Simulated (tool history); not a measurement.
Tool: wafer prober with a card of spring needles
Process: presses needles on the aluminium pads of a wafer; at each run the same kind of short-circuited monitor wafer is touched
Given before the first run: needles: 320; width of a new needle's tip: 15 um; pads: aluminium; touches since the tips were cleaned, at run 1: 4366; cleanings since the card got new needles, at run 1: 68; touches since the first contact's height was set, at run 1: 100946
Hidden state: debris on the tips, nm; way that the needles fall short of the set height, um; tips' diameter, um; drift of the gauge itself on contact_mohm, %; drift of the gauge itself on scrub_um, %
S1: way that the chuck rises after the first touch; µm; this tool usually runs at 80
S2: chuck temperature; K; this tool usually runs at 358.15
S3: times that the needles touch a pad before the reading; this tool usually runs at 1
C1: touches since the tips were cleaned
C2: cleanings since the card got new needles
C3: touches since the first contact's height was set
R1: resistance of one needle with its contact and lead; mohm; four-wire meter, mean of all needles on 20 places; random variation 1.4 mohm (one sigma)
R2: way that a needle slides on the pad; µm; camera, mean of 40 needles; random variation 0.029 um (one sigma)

| run | hour | S1 | S2 | S3 | C1 | C2 | C3 | R1 | R2 |
|---|---|---|---|---|---|---|---|---|---|
| 1 | 0 | 80 | 358.15 | 1 | 4366 | 68 | 100946 | 176 | 16.69 |
|  | 3.5 | tips cleaned on abrasive film |
|  | 21.4 | tips cleaned on abrasive film |
|  | 39.8 | tips cleaned on abrasive film |
| 2 | 47.9 | 80 | 328.15 | 1 | 2734 | 71 | 117055 | 171 | 16.73 |
|  | 55.5 | tips cleaned on abrasive film |
|  | 71.5 | tips cleaned on abrasive film |
|  | 88.7 | tips cleaned on abrasive film |
| 3 | 92.2 | 79 | 358.15 | 1 | 1165 | 74 | 131957 | 178 | 16.47 |
|  | 106.2 | tips cleaned on abrasive film |
| 4 | 120 | 79 | 358.15 | 1 | 4673 | 75 | 141340 | 176 | 16.5 |
|  | 123.3 | tips cleaned on abrasive film |
|  | 140.4 | tips cleaned on abrasive film |
|  | 158.7 | tips cleaned on abrasive film |
| 5 | 171.3 | 79 | 358.15 | 1 | 4255 | 78 | 158613 | 178 | 16.52 |
|  | 175.1 | tips cleaned on abrasive film |
|  | 182.9 | height of the first contact set anew |
|  | 193.8 | tips cleaned on abrasive film |
|  | 210.4 | tips cleaned on abrasive film |
|  | 227.4 | tips cleaned on abrasive film |
| 6 | 227.4 | 79 | 358.15 | 1 | 0 | 82 | 14973 | 176 | 16.46 |

What will run 7 give?
|  | 243.9 | tips cleaned on abrasive film |
|  | 260.4 | tips cleaned on abrasive film |
| 7 | 264.5 | 80 | 358.15 | 3 | 1382 | 84 | 27467 | ? | ? |

{"run 7": {"R1": 179, "R2": 16.75}}
If the tool had no hidden condition, the same run with the same run-to-run variation would have returned R1 179 mohm, R2 16.75 µm.
